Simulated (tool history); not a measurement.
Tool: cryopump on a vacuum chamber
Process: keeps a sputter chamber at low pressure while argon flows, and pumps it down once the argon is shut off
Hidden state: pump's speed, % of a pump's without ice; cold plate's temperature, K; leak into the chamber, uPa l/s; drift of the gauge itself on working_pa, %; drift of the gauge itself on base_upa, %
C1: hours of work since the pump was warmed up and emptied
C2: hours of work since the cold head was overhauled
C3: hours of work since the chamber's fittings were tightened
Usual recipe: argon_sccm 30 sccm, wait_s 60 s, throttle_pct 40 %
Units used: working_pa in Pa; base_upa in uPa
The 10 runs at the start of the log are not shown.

Run 11, hour 164: usual settings but wait_s 36 s; C1 364; C2 364; C3 421. Result: working_pa 0.093 Pa, base_upa 2.82 uPa.
Run 12, hour 181.8: usual settings but wait_s 36 s; C1 374; C2 374; C3 432. Result: working_pa 0.0928 Pa, base_upa 2.68 uPa.
Run 13, hour 203.5: usual settings but wait_s 36 s; C1 387; C2 387; C3 444. Result: working_pa 0.0924 Pa, base_upa 2.75 uPa.
Run 14, hour 223: usual settings; C1 398; C2 398; C3 455. Result: working_pa 0.0928 Pa, base_upa 1.85 uPa.
Run 15, hour 236.1: usual settings; C1 405; C2 405; C3 463. Result: working_pa 0.0925 Pa, base_upa 1.85 uPa.
Run 16, hour 256.3: usual settings; C1 417; C2 417; C3 474. Result: working_pa 0.0929 Pa, base_upa 1.85 uPa.
Run 17, hour 270.5: usual settings; C1 425; C2 425; C3 482. Result: working_pa 0.0933 Pa, base_upa 1.85 uPa.
Run 18, hour 287.4: usual settings; C1 435; C2 435; C3 492. Result: working_pa 0.093 Pa, base_upa 1.86 uPa.
Run 19, hour 300.7: usual settings but argon_sccm 37 sccm, wait_s 45 s, throttle_pct 21 %; C1 442; C2 442; C3 500. Result: working_pa 0.2149 Pa, base_upa 2.32 uPa.
Run 20, hour 325.2: usual settings but wait_s 82 s; C1 456; C2 456; C3 514. Result: working_pa 0.0935 Pa, base_upa 1.52 uPa.
Run 21, hour 344.7: usual settings but wait_s 82 s; C1 468; C2 468; C3 525. Result: working_pa 0.0932 Pa, base_upa 1.52 uPa.
Run 22, hour 363.5: usual settings but argon_sccm 40 sccm, wait_s 41 s, throttle_pct 17 %; C1 478; C2 478; C3 536. Result: working_pa 0.2857 Pa, base_upa 2.5 uPa.
Run 23, hour 373.7: usual settings but argon_sccm 40 sccm, wait_s 41 s, throttle_pct 17 %; C1 484; C2 484; C3 542. Result: working_pa 0.2861 Pa, base_upa 2.51 uPa.
Run 24, hour 385.2: usual settings but argon_sccm 51 sccm, wait_s 41 s, throttle_pct 25 %; C1 491; C2 491; C3 548. Result: working_pa 0.2514 Pa, base_upa 2.49 uPa.
Run 25, hour 404.7: usual settings but argon_sccm 51 sccm, wait_s 30 s, throttle_pct 25 %; C1 502; C2 502; C3 559. Result: working_pa 0.2494 Pa, base_upa 3.22 uPa.
Run 26, hour 424.1: usual settings but argon_sccm 51 sccm, wait_s 30 s, throttle_pct 25 %; C1 513; C2 513; C3 570. Result: working_pa 0.2524 Pa, base_upa 3.4 uPa.
Run 27, hour 443.4: usual settings but argon_sccm 18 sccm, throttle_pct 57 %; C1 524; C2 524; C3 582. Result: working_pa 0.0408 Pa, base_upa 1.95 uPa.
Run 28, hour 463.7: usual settings but argon_sccm 50 sccm, throttle_pct 57 %; C1 536; C2 536; C3 593. Result: working_pa 0.1141 Pa, base_upa 1.99 uPa.
Run 29, hour 480: usual settings but argon_sccm 52 sccm, throttle_pct 29 %; C1 545; C2 545; C3 603. Result: working_pa 0.2221 Pa, base_upa 1.93 uPa.
Run 30, hour 493.1: usual settings but argon_sccm 52 sccm, throttle_pct 29 %; C1 553; C2 553; C3 610. Result: working_pa 0.2215 Pa, base_upa 1.97 uPa.
Run 31, hour 514.8: usual settings but argon_sccm 52 sccm, throttle_pct 29 %; C1 565; C2 565; C3 622. Result: working_pa 0.2244 Pa, base_upa 1.94 uPa.
Run 32, hour 536: usual settings but argon_sccm 52 sccm, throttle_pct 29 %; C1 577; C2 577; C3 635. Result: working_pa 0.2229 Pa, base_upa 1.96 uPa.
Run 33, hour 556.4: usual settings but argon_sccm 52 sccm, throttle_pct 44 %; C1 589; C2 589; C3 646. Result: working_pa 0.1507 Pa, base_upa 1.95 uPa.
Run 34, hour 577.5: usual settings but argon_sccm 26 sccm, wait_s 30 s, throttle_pct 34 %; C1 601; C2 601; C3 658. Result: working_pa 0.0964 Pa, base_upa 3.41 uPa.
Run 35, hour 601.6: usual settings but argon_sccm 26 sccm, wait_s 30 s, throttle_pct 34 %; C1 615; C2 615; C3 672. Result: working_pa 0.0966 Pa, base_upa 3.37 uPa.

Predict each of these 3 candidate next runs independently; none follows another, all start after run 35:
Run A, hour 615.7: usual settings but argon_sccm 54 sccm, wait_s 27 s, throttle_pct 45 %; C1 623; C2 623; C3 680. Result: working_pa ?, base_upa ?.
Run B, hour 615.7: usual settings but throttle_pct 45 %; C1 623; C2 623; C3 680. Result: working_pa ?, base_upa ?.
Run C, hour 615.7: usual settings but argon_sccm 14 sccm, wait_s 293 s, throttle_pct 52 %; C1 623; C2 623; C3 680. Result: working_pa ?, base_upa ?.

run  working_pa  base_upa
  A       0.154      3.63
  B      0.0867      1.98
  C      0.0351       0.9
Without the tool's hidden state the same runs would have given:
run  working_pa  base_upa
  A      0.1424      3.29
  B      0.0803      1.63
  C      0.0321      0.55
